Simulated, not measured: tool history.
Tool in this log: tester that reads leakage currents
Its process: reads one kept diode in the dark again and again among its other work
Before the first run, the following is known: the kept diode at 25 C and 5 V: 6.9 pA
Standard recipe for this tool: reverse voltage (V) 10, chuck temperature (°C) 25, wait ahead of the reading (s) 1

run     day  reverse voltage (V)  chuck temperature (°C)  wait ahead of the reading (s)  current that the tester gives (pA)
  1       0                   10                      25                              1                               11.93
  2   1.588                   10                      25                              1                               12.09
  3   2.979                   10                      25                              1                                12.2
  4   4.167                   10                      25                              1                               12.55
  5   5.417                   10                      25                              1                               12.62
  6   7.521                   10                      25                              1                                13.1
  7   8.971                   10                      25                              1                               13.25
  8  11.467                   10                      25                              1                               14.45
  9  13.488                   10                      25                              1                               14.82
 10   15.65                   10                      25                              1                               14.96
 11  16.875                   10                      25                              1                               15.32
 12  19.233                  2.6                      25                              1                                7.28
 13  20.233                   10                      25                           6.09                               13.49
 14  21.867                   10                      25                           6.09                               13.67
 15  23.267                   10                      25                           0.32                               22.11
 16  24.429                 14.7                      25                           0.32                               29.91
 17  25.625                  6.3                      25                              1                               12.29
 18  27.854                   10                      34                              1                               25.83
 19  29.479                   10                      25                           3.42                                15.2
 20  30.829                   10                      25                           3.42                               15.37
 21  32.754                   10                      25                           3.42                               15.69
 22  34.242                  2.5                      26                              1                                   8
 23  36.579                  2.5                      26                              1                                8.16
 24  38.783                  8.6                      29                           1.23                                19.3
 25  40.392                  1.2                      23                              1                                 4.7
 26  42.662                  1.2                      23                              1                                4.75
 27  43.775                    1                      20                           1.76                                3.49
 28  46.046                  6.3                      25                           8.31                               12.72
 29  47.242                 11.1                      22                           8.31                               17.01
 30   48.65                  1.3                      36                           7.81                                11.1
 31  50.754                  1.3                      36                           7.74                               11.17
 32  52.229                 10.2                      25                           4.58                               18.74
 33  53.992                 10.2                      25                           4.58                               19.27
 34  55.146                 10.2                      25                           4.58                               19.42
 35  56.258                 10.2                      25                           4.58                               19.58
 36  57.954                 10.2                      32                            5.6                               25.79
 37  59.283                 10.2                      32                            5.6                               25.99

Put back what was entered between runs (1 entry, withheld): which listed runs does each sit between, and how does the hidden state differ from the listed run before to the listed run after?
Runs 7 to 8: chuck's temperature calibrated (day 9.267)
  stray current of the dirty probe card, pA a volt: 0.275 -> 0.314; current scale over the true one, %: 0.28 -> 0.29; true chuck temperature over the reading, C: -1.35 -> -0.2
  what was measured, less what the result would be without the hidden state, current that the tester gives (pA): +1.67 -> +2.85
